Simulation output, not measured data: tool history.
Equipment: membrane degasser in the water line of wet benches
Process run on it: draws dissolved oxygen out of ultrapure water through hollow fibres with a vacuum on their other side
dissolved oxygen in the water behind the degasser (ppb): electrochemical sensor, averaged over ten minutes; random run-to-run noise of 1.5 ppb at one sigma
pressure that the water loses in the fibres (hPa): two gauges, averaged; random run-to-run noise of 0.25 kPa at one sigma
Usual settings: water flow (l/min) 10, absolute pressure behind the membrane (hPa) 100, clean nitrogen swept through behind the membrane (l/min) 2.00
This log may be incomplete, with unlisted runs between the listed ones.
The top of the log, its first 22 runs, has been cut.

run    hour  water flow (l/min)  absolute pressure behind the membrane (hPa)  clean nitrogen swept through behind the membrane (l/min)  hours since the membrane was changed  hours since the vacuum gauge was calibrated  hours since the vacuum lines were made tight  dissolved oxygen in the water behind the degasser (ppb)  pressure that the water loses in the fibres (hPa)
 23  1472.4                  13                                          100                                                      0.95                                  4751                                          197                                         10821                                                    372.7                                              885.7
     1517.7  -- seals of the vacuum lines changed
 24  1533.2                   8                                          222                                                      3.07                                  4809                                          256                                            15                                                    163.1                                              549.0
 25  1626.7                  10                                          222                                                      1.32                                  4903                                          349                                           109                                                    410.8                                              686.3
 26  1724.2                  13                                           78                                                      0.98                                  5000                                          447                                           206                                                    287.3                                              892.1
 27  1817.1                   9                                          146                                                      5.93                                  5093                                          540                                           299                                                    101.1                                              616.8
     1859.0  -- vacuum gauge calibrated, once more
 28  1863.1                   9                                          146                                                      5.93                                  5139                                            4                                           345                                                    100.2                                              615.5
 29  1930.7                   6                                          189                                                      1.18                                  5206                                           72                                           412                                                    211.0                                              411.4
 30  1984.3                  11                                          178                                                      1.25                                  5260                                          125                                           466                                                    384.4                                              753.8
 31  2032.7                  11                                           71                                                      2.37                                  5308                                          174                                           515                                                    142.3                                              756.8
 32  2117.5                  10                                          104                                                      1.17                                  5393                                          259                                           599                                                    221.5                                              689.4

Consider 3 possible next runs. They are alternatives, not a sequence: every one starts from the tool as it was left by run 32. What does each give?
  A  2198.0                   7                                          100                                                      1.17                                  5474                                          339                                           680                                                        ?                                                  ?
  B  2198.0                  10                                          100                                                      1.50                                  5474                                          339                                           680                                                        ?                                                  ?
  C  2198.0                  10                                          193                                                      2.92                                  5474                                          339                                           680                                                        ?                                                  ?

run  dissolved oxygen in the water behind the degasser (ppb)  pressure that the water loses in the fibres (hPa)
  A                                                    128.7                                              482.2
  B                                                    182.9                                              685.7
  C                                                    208.5                                              687.6
With the hidden condition removed and each run's random variation left untouched, the same runs would have given:
run  dissolved oxygen in the water behind the degasser (ppb)  pressure that the water loses in the fibres (hPa)
  A                                                    122.9                                              469.1
  B                                                    172.2                                              667.0
  C                                                    198.0                                              668.9

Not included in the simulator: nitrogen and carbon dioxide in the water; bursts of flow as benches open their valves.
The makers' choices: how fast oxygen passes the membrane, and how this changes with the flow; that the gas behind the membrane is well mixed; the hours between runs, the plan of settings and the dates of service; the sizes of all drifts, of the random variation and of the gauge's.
